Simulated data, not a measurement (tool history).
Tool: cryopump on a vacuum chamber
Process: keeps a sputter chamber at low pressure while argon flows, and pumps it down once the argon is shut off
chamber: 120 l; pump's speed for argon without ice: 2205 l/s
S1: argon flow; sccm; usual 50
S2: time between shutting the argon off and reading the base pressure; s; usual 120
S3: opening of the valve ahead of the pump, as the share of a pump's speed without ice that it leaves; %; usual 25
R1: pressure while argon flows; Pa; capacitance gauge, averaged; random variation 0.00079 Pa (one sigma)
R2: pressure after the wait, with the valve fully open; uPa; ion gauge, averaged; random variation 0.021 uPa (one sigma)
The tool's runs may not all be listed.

{"run": 1, "hour": 0.0, "S1": 50, "S2": 120, "S3": 25, "R1": 0.1581, "R2": 0.79}
{"run": 2, "hour": 46.5, "S1": 50, "S2": 120, "S3": 25, "R1": 0.1593, "R2": 0.79}
{"run": 3, "hour": 109.0, "S1": 50, "S2": 120, "S3": 25, "R1": 0.1602, "R2": 0.78}
{"run": 4, "hour": 144.2, "S1": 50, "S2": 120, "S3": 25, "R1": 0.1602, "R2": 0.85}
{"run": 5, "hour": 216.6, "S1": 54, "S2": 120, "S3": 25, "R1": 0.1732, "R2": 0.83}
{"run": 6, "hour": 278.7, "S1": 50, "S2": 24, "S3": 25, "R1": 0.1621, "R2": 1.88}
{"hour": 336.9, "done": "leaking fittings of the chamber tightened, without venting"}
{"run": 7, "hour": 350.0, "S1": 50, "S2": 24, "S3": 25, "R1": 0.1648, "R2": 1.43}
{"hour": 432.7, "done": "pump warmed up, emptied and cooled again"}
{"run": 8, "hour": 433.6, "S1": 50, "S2": 24, "S3": 25, "R1": 0.1538, "R2": 1.44}
{"run": 9, "hour": 493.2, "S1": 50, "S2": 24, "S3": 25, "R1": 0.1535, "R2": 1.46}
{"run": 10, "hour": 559.5, "S1": 50, "S2": 24, "S3": 25, "R1": 0.1559, "R2": 1.43}
{"run": 11, "hour": 602.6, "S1": 50, "S2": 24, "S3": 25, "R1": 0.1557, "R2": 1.52}
{"run": 12, "hour": 664.1, "S1": 96, "S2": 120, "S3": 25, "R1": 0.3048, "R2": 0.45}
{"run": 13, "hour": 714.7, "S1": 96, "S2": 120, "S3": 25, "R1": 0.3059, "R2": 0.45}
{"run": 14, "hour": 766.0, "S1": 96, "S2": 120, "S3": 25, "R1": 0.3056, "R2": 0.47}
{"run": 15, "hour": 813.2, "S1": 96, "S2": 120, "S3": 25, "R1": 0.3072, "R2": 0.51}
{"run": 16, "hour": 874.9, "S1": 96, "S2": 120, "S3": 25, "R1": 0.3092, "R2": 0.49}
{"run": 17, "hour": 946.8, "S1": 96, "S2": 120, "S3": 25, "R1": 0.3107, "R2": 0.54}

Forecast run 18:
{"run": 18, "hour": 1001.7, "S1": 96, "S2": 189, "S3": 46, "R1": "?", "R2": "?"}

Run 18 gave R1 0.1783 Pa, R2 0.43 uPa.
Without the tool's hidden state the same run would have given R1 0.1591 Pa, R2 0.30 uPa.
